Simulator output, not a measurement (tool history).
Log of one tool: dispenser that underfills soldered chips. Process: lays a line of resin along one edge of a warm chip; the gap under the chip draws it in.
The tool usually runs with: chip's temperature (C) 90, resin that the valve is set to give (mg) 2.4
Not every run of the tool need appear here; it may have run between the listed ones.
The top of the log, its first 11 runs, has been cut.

run,hour,chip's temperature (C),resin that the valve is set to give (mg),time until the resin shows at the far edge (s),resin that the valve gave (mg)
# hour 86.7: new syringe of resin
12,86.7,98,2.4,19.4,2.377
13,94.8,98,2.4,28.2,2.369
# hour 99.1: new syringe of resin
14,99.6,98,2.4,19.6,2.368
15,104.4,98,2.4,25.5,2.367
# hour 111.3: new syringe of resin
16,113.3,98,2.4,21.5,2.35
17,121.6,98,2.4,32.2,2.35
# hour 124: new syringe of resin
18,131.4,77,2.4,74,2.344
# hour 136.5: new syringe of resin
19,139.6,79,2.4,55.1,2.346
# hour 149: new syringe of resin
20,149.5,90,2.88,28.3,2.796
# hour 152: dispensing valve cleaned and set on the balance
21,160.3,86,2.78,53.1,2.766
# hour 162.6: new syringe of resin
22,169.1,96,2.84,28.4,2.826
# hour 174.8: new syringe of resin
23,175.2,90,2.64,29.2,2.621
24,181.1,90,2.64,37.1,2.609
# hour 187.2: new syringe of resin
25,187.3,102,2.21,17,2.186
26,192.8,102,2.21,21.7,2.184
# hour 199.7: new syringe of resin
27,199.7,102,2.25,16.9,2.223
28,209.2,100,2.8,26.9,2.753
# hour 212.3: new syringe of resin
29,214.8,100,2.8,20,2.746
30,223.7,100,2.51,29.3,2.463
# hour 224.8: new syringe of resin
# hour 225.8: dispensing valve cleaned and set on the balance
31,233.7,100,2.21,25.7,2.202
# hour 238.4: new syringe of resin
32,241.7,100,2.21,20.5,2.201
33,245.9,100,2.29,24.9,2.281
# hour 250.7: new syringe of resin
34,251,75,2.44,61,2.439
35,259.8,93,3,37.1,2.973

Each row is a separate what-if for the run after 35, all from the same tool condition, not one after another. Results?
# hour 263.1: new syringe of resin
A,266.2,76,2.4,?,?
# hour 263.1: new syringe of resin
B,266.2,85,2.45,?,?
# hour 263.1: new syringe of resin
C,266.2,86,3.08,?,?
# hour 263.1: new syringe of resin
D,266.2,87,2.35,?,?

run,time until the resin shows at the far edge (s),resin that the valve gave (mg)
A,63.6,2.374
B,42.1,2.431
C,39.1,3.051
D,38.3,2.325
Without the tool's unlogged condition, the same runs would have read:
run,time until the resin shows at the far edge (s),resin that the valve gave (mg)
A,53.3,2.397
B,35.3,2.454
C,32.9,3.081
D,32.2,2.347
